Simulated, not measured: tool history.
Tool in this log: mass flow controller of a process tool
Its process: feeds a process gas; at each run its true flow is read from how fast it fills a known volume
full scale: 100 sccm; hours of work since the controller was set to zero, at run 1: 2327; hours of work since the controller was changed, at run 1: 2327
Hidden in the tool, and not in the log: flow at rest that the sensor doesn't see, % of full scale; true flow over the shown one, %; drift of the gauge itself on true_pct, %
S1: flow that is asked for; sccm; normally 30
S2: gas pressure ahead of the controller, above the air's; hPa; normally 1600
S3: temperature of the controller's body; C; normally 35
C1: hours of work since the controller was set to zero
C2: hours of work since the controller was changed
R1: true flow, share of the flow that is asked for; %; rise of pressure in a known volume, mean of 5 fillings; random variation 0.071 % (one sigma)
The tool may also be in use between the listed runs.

run	hour	S1	S2	S3	C1	C2	R1
1	0	30	1600	35	2327	2327	98.83
2	371.7	30	1600	35	2474	2474	98.89
3	693.9	30	1600	35	2602	2602	98.75
4	1063.7	30	1600	35	2748	2748	98.72
5	1519.2	35	1600	35	2928	2928	98.53
6	1872.4	35	1600	35	3068	3068	98.37
7	2114.9	35	1600	35	3164	3164	98.43
8	2457.3	35	1600	35	3299	3299	98.48
9	2678.4	35	1600	35	3386	3386	98.46
10	2987.8	30	2110	35	3509	3509	98.87
11	3214.9	30	2110	21	3598	3598	97.3
12	3527.2	30	2110	21	3722	3722	97.38
13	3880.4	95	1940	34	3862	3862	98.29
14	4108.8	57	1600	27	3952	3952	97.18
15	4350.8	57	1600	27	4048	4048	97.1
# hour 4395.1: controller's zero set anew
16	4684.1	57	1600	27	114	4179	97.53
17	4919.2	57	1600	27	207	4272	97.57
18	5349.6	31	1600	22	377	4442	98.05
19	5577.5	31	1600	27	467	4532	98.68
20	5918.8	54	2250	35	602	4667	98.5
# hour 6041.9: controller's zero set anew, once more
21	6192.2	22	2250	35	59	4775	95.77
22	6607.7	30	2570	22	224	4939	94.76
23	7045.1	30	2530	33	397	5112	95.83

Some steps in R1 between neighbouring runs. How much of each would the tool show without its hidden state too (settings, what came in, random variation), and how much is left for the hidden state, with any gauge scatter that isn't in both results?
Run 10 -> 11: S3 35 -> 21. R1 -1.57 %: hidden state -0.02, all else -1.55.
Run 19 -> 20: S1 31 -> 54, S2 1600 -> 2250, S3 27 -> 35. R1 -0.18 %: hidden state -1.69, all else +1.51.
Run 20 -> 21: S1 54 -> 22, controller's zero set anew, once more. R1 -2.73 %: hidden state -2.11, all else -0.62.

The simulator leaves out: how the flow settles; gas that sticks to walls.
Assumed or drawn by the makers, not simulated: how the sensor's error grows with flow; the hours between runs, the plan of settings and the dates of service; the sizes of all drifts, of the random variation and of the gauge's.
